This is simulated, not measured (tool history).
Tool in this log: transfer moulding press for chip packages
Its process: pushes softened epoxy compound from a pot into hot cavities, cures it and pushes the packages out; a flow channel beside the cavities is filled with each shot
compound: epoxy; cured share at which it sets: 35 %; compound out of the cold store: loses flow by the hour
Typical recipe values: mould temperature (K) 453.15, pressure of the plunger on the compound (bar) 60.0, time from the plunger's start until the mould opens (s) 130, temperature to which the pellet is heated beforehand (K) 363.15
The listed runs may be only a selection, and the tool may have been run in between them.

run	hour	mould temperature (K)	pressure of the plunger on the compound (bar)	time from the plunger's start until the mould opens (s)	temperature to which the pellet is heated beforehand (K)	incoming compound's hours out of the cold store	length that the compound runs in the flow channel (mm)	greatest force on the pins that push the packages out (N)
1	0.0	453.15	60.0	130	363.15	11.1	751	734
2	14.9	453.15	60.0	130	363.15	24.9	731	792
3	23.8	453.15	60.0	130	363.15	42.3	685	801
4	33.2	453.15	60.0	130	363.15	24.5	717	830
5	41.8	453.15	60.0	130	363.15	15.1	745	907
6	52.0	453.15	60.0	130	363.15	38.7	690	878
# hour 55.5: cavities cleaned with cleaning compound and waxed
7	60.2	453.15	60.0	130	363.15	39.7	696	1161
8	71.5	453.15	60.0	130	361.15	26.7	717	1113
9	83.4	453.15	60.0	130	361.15	13.4	747	1140
10	91.6	453.15	60.0	130	363.15	10.5	755	1115
11	97.9	453.15	60.0	130	363.15	17.3	736	1115
12	108.3	453.15	60.0	130	363.15	42.4	683	1084
13	114.8	457.15	60.0	130	363.15	9.5	735	976
14	128.7	457.15	60.0	130	363.15	21.0	717	969
# hour 137.0: cavities cleaned with cleaning compound and waxed, once more
15	137.0	457.15	60.0	130	363.15	13.5	729	423
# hour 146.4: plunger's sealing rings changed
16	153.0	453.15	63.6	111	365.15	43.7	720	724
17	164.3	453.15	63.6	111	365.15	24.5	756	788
18	173.8	453.15	63.6	111	365.15	17.1	772	864
19	188.3	449.15	60.0	130	363.15	25.7	751	883
20	194.9	458.15	59.5	113	367.15	22.7	717	688
21	204.0	457.15	49.2	159	361.15	10.7	689	635
22	212.7	457.15	49.2	159	361.15	31.7	646	662
23	227.4	457.15	49.2	159	361.15	25.3	644	694
24	235.7	453.15	71.9	161	363.15	34.0	789	723
25	246.6	453.15	71.9	161	363.15	34.0	783	715
# hour 253.4: cavities cleaned with cleaning compound and waxed
26	257.4	453.15	71.9	161	363.15	38.2	782	442
27	266.2	448.15	71.8	130	364.15	11.8	855	741
28	273.6	448.15	71.8	130	364.15	25.1	821	780
29	282.9	451.15	72.9	110	363.15	16.8	836	999

Alternative continuations, all from the tool just after run 29; predict every row:
A	292.8	453.15	60.0	130	363.15	43.0	?	?
B	292.8	445.15	72.9	110	363.15	26.7	?	?
C	292.8	451.15	47.1	110	355.15	25.6	?	?

run	length that the compound runs in the flow channel (mm)	greatest force on the pins that push the packages out (N)
A	693	685
B	841	1610
C	649	1060
The same runs, with their run-to-run variation unchanged, on a tool lacking any hidden condition would have given:
run	length that the compound runs in the flow channel (mm)	greatest force on the pins that push the packages out (N)
A	703	517
B	854	1250
C	658	831
